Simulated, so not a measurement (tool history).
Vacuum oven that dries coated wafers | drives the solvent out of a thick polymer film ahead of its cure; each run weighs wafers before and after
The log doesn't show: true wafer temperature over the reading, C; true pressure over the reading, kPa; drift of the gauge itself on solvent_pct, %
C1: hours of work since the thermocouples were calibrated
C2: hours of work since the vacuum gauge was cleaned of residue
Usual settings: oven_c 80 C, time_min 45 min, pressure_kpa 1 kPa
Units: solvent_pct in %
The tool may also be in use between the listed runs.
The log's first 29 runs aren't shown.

Run 30, hour 2284.2: usual settings but oven_c 87 C, time_min 63 min, pressure_kpa 2.72 kPa; C1 752; C2 771. Result: solvent_pct 2.52 %.
Run 31, hour 2333.9: usual settings but oven_c 87 C, time_min 63 min, pressure_kpa 2.72 kPa; C1 789; C2 808. Result: solvent_pct 2.52 %.
At hour 2374.8: oven's thermocouples calibrated.
Run 32, hour 2434.1: usual settings but oven_c 93 C, time_min 68 min, pressure_kpa 1.42 kPa; C1 45; C2 882. Result: solvent_pct 1.18 %.
Run 33, hour 2498: usual settings but oven_c 86 C, time_min 37 min, pressure_kpa 1.36 kPa; C1 93; C2 930. Result: solvent_pct 1.91 %.
Run 34, hour 2585.5: usual settings but oven_c 70 C, time_min 55 min, pressure_kpa 2.99 kPa; C1 158; C2 996. Result: solvent_pct 7.13 %.
Run 35, hour 2691.7: usual settings but oven_c 87 C, time_min 62 min, pressure_kpa 0.8 kPa; C1 238; C2 1076. Result: solvent_pct 1.1 %.
Run 36, hour 2785.7: usual settings but oven_c 84 C, time_min 62 min, pressure_kpa 0.8 kPa; C1 309; C2 1146. Result: solvent_pct 1.28 %.
Run 37, hour 2856.3: usual settings but oven_c 84 C, time_min 62 min, pressure_kpa 0.8 kPa; C1 362; C2 1199. Result: solvent_pct 1.29 %.
Run 38, hour 2931.4: usual settings but oven_c 84 C, time_min 62 min, pressure_kpa 0.8 kPa; C1 418; C2 1256. Result: solvent_pct 1.36 %.
Run 39, hour 2999.7: usual settings but oven_c 65 C, time_min 50 min, pressure_kpa 0.8 kPa; C1 469; C2 1307. Result: solvent_pct 5.8 %.
Run 40, hour 3092.8: usual settings but oven_c 94 C, time_min 23 min, pressure_kpa 2.15 kPa; C1 539; C2 1377. Result: solvent_pct 1.98 %.
Run 41, hour 3147.9: usual settings but oven_c 94 C, time_min 23 min, pressure_kpa 3.98 kPa; C1 581; C2 1418. Result: solvent_pct 3.13 %.
Run 42, hour 3220.2: usual settings but oven_c 82 C, time_min 38 min, pressure_kpa 1.07 kPa; C1 635; C2 1473. Result: solvent_pct 2.19 %.
Run 43, hour 3269.1: usual settings but oven_c 82 C, time_min 38 min, pressure_kpa 1.07 kPa; C1 672; C2 1509. Result: solvent_pct 2.23 %.
Run 44, hour 3368.9: usual settings but time_min 26 min, pressure_kpa 2.83 kPa; C1 747; C2 1584. Result: solvent_pct 5.24 %.
Run 45, hour 3455.6: usual settings but time_min 26 min, pressure_kpa 2.83 kPa; C1 812; C2 1649. Result: solvent_pct 5.17 %.

3 ways to go on from here, each from the tool as it stands after run 45. What would each give?
At hour 3467.9: oven's thermocouples calibrated.
Run A, hour 3518.7: usual settings but time_min 52 min, pressure_kpa 2.83 kPa; C1 38; C2 1695. Result: solvent_pct ?.
At hour 3467.9: oven's thermocouples calibrated.
Run B, hour 3518.7: usual settings but oven_c 67 C, time_min 26 min, pressure_kpa 3.78 kPa; C1 38; C2 1695. Result: solvent_pct ?.
At hour 3467.9: oven's thermocouples calibrated.
Run C, hour 3518.7: usual settings but oven_c 67 C, time_min 46 min; C1 38; C2 1695. Result: solvent_pct ?.

run  solvent_pct
  A         4.38
  B        11.78
  C         6.38
Without the tool's hidden state the same runs would have given:
run  solvent_pct
  A          3.5
  B        10.84
  C         5.17
